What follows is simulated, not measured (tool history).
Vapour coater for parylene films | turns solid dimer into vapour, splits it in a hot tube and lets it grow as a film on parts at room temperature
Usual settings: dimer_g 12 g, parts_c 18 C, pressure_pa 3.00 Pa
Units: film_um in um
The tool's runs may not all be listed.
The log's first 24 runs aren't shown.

run,hour,dimer_g,parts_c,pressure_pa,hours of work since the trap's valve was overhauled,hours of work since the table's thermometer was calibrated,film_um
25,757.9,10,21,3.66,196,279,1.75
26,801.2,6,18,2.91,232,316,1.23
27,844.0,9,13,4.47,269,353,2.15
28,864.5,6,24,6.52,287,370,0.85
29,896.4,6,24,6.52,314,397,0.84
30,931.3,6,24,6.52,344,427,0.82
31,960.0,13,17,3.00,368,452,2.67
32,1006.4,13,17,3.00,408,491,2.69
# hour 1025.8: trap's valve overhauled
33,1050.5,13,17,3.00,21,525,2.94
34,1088.1,13,17,3.00,53,558,2.92
35,1131.7,13,17,3.00,90,595,2.96

Forecast each of these 5 alternatives for the next run:
A,1165.1,6,14,2.67,119,623,?
B,1165.1,8,16,3.00,119,623,?
C,1165.1,15,15,3.00,119,623,?
D,1165.1,5,25,3.00,119,623,?
E,1165.1,13,23,3.00,119,623,?

run,film_um
A,1.51
B,1.83
C,3.64
D,0.79
E,2.18
Without the tool's hidden state the same runs would have given:
run,film_um
A,1.55
B,1.88
C,3.72
D,0.81
E,2.23
